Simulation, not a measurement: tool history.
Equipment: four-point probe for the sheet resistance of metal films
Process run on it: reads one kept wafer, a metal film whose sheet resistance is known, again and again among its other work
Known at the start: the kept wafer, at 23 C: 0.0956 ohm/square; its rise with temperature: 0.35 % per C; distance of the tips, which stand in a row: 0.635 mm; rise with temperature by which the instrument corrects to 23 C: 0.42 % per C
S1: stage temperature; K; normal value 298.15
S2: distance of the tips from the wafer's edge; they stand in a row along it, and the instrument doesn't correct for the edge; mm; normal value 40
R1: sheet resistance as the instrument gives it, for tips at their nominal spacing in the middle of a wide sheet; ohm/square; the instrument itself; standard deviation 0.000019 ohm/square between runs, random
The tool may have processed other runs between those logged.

run    hour      S1  S2        R1
  1     0.0  298.15  40  0.095350
  2   116.2  298.15   9  0.095558
  3   212.6  298.15   9  0.095546
  4   298.8  298.15  17  0.095327
  5   386.9  298.15  40  0.095212
  6   476.9  298.15  40  0.095266
  7   578.5  298.15  40  0.095215
  8   663.3  298.15  40  0.095167
  9   786.1  296.15  40  0.095294
 10   903.8  296.15  40  0.095245
 11  1028.3  296.15  40  0.095231
 12  1126.0  296.15  40  0.095204
 13  1194.9  298.15   4  0.096353
 14  1265.2  298.15   4  0.096293
 15  1352.6  301.15  59  0.094832
 16  1470.2  293.15  18  0.095198
 17  1527.6  293.15  10  0.095378
 18  1627.0  293.15   8  0.095442
 19  1684.4  293.15   8  0.095455

Not shown here: 1 entry made in the log between runs. Locate each between two listed runs and compare the hidden state at the listed run before it with the hidden state at the listed run after it:
In the gap between runs 15 and 16: stage's thermometer calibrated (hour 1434.5)
  inner tips' distance over the nominal, %: -0.595 -> -0.633; tips' flats over new ones', %: 58 -> 60; wafer's true temperature over the reading, C: 0.46 -> 0.03
  measured minus no-state result, R1: -0.000465 -> -0.000646 ohm/square
